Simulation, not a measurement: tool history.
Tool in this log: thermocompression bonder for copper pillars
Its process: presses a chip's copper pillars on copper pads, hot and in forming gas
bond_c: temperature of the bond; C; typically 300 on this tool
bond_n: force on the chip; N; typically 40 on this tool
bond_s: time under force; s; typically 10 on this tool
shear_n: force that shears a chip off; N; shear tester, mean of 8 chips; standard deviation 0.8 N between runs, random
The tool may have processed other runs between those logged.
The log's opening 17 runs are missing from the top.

run     day  bond_c  bond_n  bond_s  hours of work since the heater was calibrated  hours of work since the force cell was calibrated  hours of work since the gas filter was changed  shear_n
 18  32.158     300      40      10                                           1056                                                 33                                              60     58.8
 19  34.117     300      40      10                                           1085                                                 61                                              88     58.8
 20  35.675     295      40      17                                           1107                                                 83                                             111     63.8
 21  37.400     299      28      10                                           1132                                                108                                             136     44.7
 22  39.883     300      40      22                                           1167                                                144                                             171     67.5
 23  41.404     300      28      30                                           1189                                                165                                             193     59.4
 24  43.817     284      34      20                                           1224                                                200                                             228     51.9
 25  46.071     276      34       6                                           1256                                                232                                             260     32.0
 26  48.379     285      50       8                                           1289                                                266                                             293     54.3
 27  49.575     272      50      10                                           1307                                                283                                             311     50.0
 28  51.488     272      33      10                                           1334                                                310                                             338     35.9
 29  53.354     313      49      18                                           1361                                                337                                             365     71.8
 30  55.542     300      40      29                                           1392                                                368                                             396     67.1
 31  56.696     300      50      28                                           1409                                                385                                             413     70.0
     57.517  -- forming gas filter changed
 32  58.121     305      45      11                                           1429                                                405                                               9     65.2
 33  60.358     305      45      11                                           1461                                                437                                              41     64.9
 34  62.521     305      45      11                                           1492                                                468                                              72     65.2
 35  64.342     300      40       7                                           1519                                                495                                              98     51.4
 36  66.242     300      40       7                                           1546                                                522                                             125     49.8
 37  67.946     313      42       8                                           1570                                                546                                             150     60.1
 38  69.388     313      42       8                                           1591                                                567                                             171     59.8

Here are 5 independent what-if runs from the current tool condition. What would each one return?
     70.262  -- heater calibrated with a thermocouple chip
  A  71.646     313      25       6                                             20                                                598                                             202        ?
     70.262  -- heater calibrated with a thermocouple chip
  B  71.646     313      42      11                                             20                                                598                                             202        ?
     70.262  -- heater calibrated with a thermocouple chip
  C  71.646     296      53       8                                             20                                                598                                             202        ?
     70.262  -- heater calibrated with a thermocouple chip
  D  71.646     313      42      29                                             20                                                598                                             202        ?
     70.262  -- heater calibrated with a thermocouple chip
  E  71.646     306      40      21                                             20                                                598                                             202        ?

run  shear_n
  A     39.4
  B     65.6
  C     61.5
  D     74.2
  E     71.0
Without the tool's hidden state the same runs would have given:
run  shear_n
  A     42.8
  B     69.9
  C     65.6
  D     78.0
  E     75.2

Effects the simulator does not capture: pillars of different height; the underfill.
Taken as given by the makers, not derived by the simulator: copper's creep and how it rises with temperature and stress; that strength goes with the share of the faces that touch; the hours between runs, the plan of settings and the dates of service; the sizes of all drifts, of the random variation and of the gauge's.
